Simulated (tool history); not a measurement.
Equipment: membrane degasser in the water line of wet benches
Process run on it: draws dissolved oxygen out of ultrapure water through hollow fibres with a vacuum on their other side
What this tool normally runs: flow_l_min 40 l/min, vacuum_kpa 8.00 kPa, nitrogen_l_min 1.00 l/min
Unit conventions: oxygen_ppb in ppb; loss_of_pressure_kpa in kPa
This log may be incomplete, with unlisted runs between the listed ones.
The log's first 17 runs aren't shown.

run 18 hour=4364.2 | flow_l_min=36 vacuum_kpa=8.00 nitrogen_l_min=1.00 | oxygen_ppb=415.6 loss_of_pressure_kpa=29.34
run 19 hour=4698.1 | flow_l_min=24 vacuum_kpa=11.22 nitrogen_l_min=0.59 | oxygen_ppb=642.7 loss_of_pressure_kpa=19.37
run 20 hour=4854.3 | flow_l_min=24 vacuum_kpa=11.22 nitrogen_l_min=0.59 | oxygen_ppb=649.6 loss_of_pressure_kpa=19.35
run 21 hour=5198.1 | flow_l_min=24 vacuum_kpa=11.22 nitrogen_l_min=0.59 | oxygen_ppb=649.0 loss_of_pressure_kpa=19.41
run 22 hour=5449.1 | flow_l_min=24 vacuum_kpa=11.22 nitrogen_l_min=0.59 | oxygen_ppb=648.9 loss_of_pressure_kpa=19.70
-- hour=5686.2 seals of the vacuum lines changed
-- hour=5711.8 vacuum gauge calibrated
run 23 hour=5797.7 | flow_l_min=24 vacuum_kpa=11.22 nitrogen_l_min=0.59 | oxygen_ppb=637.6 loss_of_pressure_kpa=19.78
-- hour=5882.5 gauge calibrated
run 24 hour=6006.4 | flow_l_min=24 vacuum_kpa=10.07 nitrogen_l_min=0.59 | oxygen_ppb=558.6 loss_of_pressure_kpa=18.79
run 25 hour=6287.7 | flow_l_min=31 vacuum_kpa=12.66 nitrogen_l_min=1.00 | oxygen_ppb=634.3 loss_of_pressure_kpa=24.84
run 26 hour=6468.0 | flow_l_min=31 vacuum_kpa=12.66 nitrogen_l_min=1.00 | oxygen_ppb=638.6 loss_of_pressure_kpa=24.78
-- hour=6583.5 membrane cartridge changed
run 27 hour=6756.9 | flow_l_min=54 vacuum_kpa=19.16 nitrogen_l_min=1.68 | oxygen_ppb=1062.0 loss_of_pressure_kpa=42.76
run 28 hour=6920.2 | flow_l_min=35 vacuum_kpa=5.36 nitrogen_l_min=0.86 | oxygen_ppb=244.5 loss_of_pressure_kpa=27.87
run 29 hour=7121.6 | flow_l_min=51 vacuum_kpa=7.12 nitrogen_l_min=0.49 | oxygen_ppb=712.5 loss_of_pressure_kpa=40.44
run 30 hour=7308.7 | flow_l_min=51 vacuum_kpa=7.12 nitrogen_l_min=0.49 | oxygen_ppb=697.5 loss_of_pressure_kpa=40.66
run 31 hour=7600.1 | flow_l_min=44 vacuum_kpa=7.40 nitrogen_l_min=0.93 | oxygen_ppb=464.2 loss_of_pressure_kpa=35.22
run 32 hour=7751.1 | flow_l_min=38 vacuum_kpa=7.77 nitrogen_l_min=1.34 | oxygen_ppb=344.5 loss_of_pressure_kpa=30.51

3 ways to go on from here, each from the tool as it stands after run 32. What would each give?
run A hour=8052.8 | flow_l_min=31 vacuum_kpa=8.00 nitrogen_l_min=1.00 | oxygen_ppb=? loss_of_pressure_kpa=?
run B hour=8052.8 | flow_l_min=27 vacuum_kpa=8.90 nitrogen_l_min=1.34 | oxygen_ppb=? loss_of_pressure_kpa=?
run C hour=8052.8 | flow_l_min=33 vacuum_kpa=5.11 nitrogen_l_min=1.07 | oxygen_ppb=? loss_of_pressure_kpa=?

run=A oxygen_ppb=356.8 loss_of_pressure_kpa=24.65
run=B oxygen_ppb=288.2 loss_of_pressure_kpa=21.72
run=C oxygen_ppb=185.3 loss_of_pressure_kpa=26.33
What these runs would have given with no unlogged condition in the tool:
run=A oxygen_ppb=356.6 loss_of_pressure_kpa=24.39
run=B oxygen_ppb=288.0 loss_of_pressure_kpa=21.49
run=C oxygen_ppb=185.1 loss_of_pressure_kpa=26.05

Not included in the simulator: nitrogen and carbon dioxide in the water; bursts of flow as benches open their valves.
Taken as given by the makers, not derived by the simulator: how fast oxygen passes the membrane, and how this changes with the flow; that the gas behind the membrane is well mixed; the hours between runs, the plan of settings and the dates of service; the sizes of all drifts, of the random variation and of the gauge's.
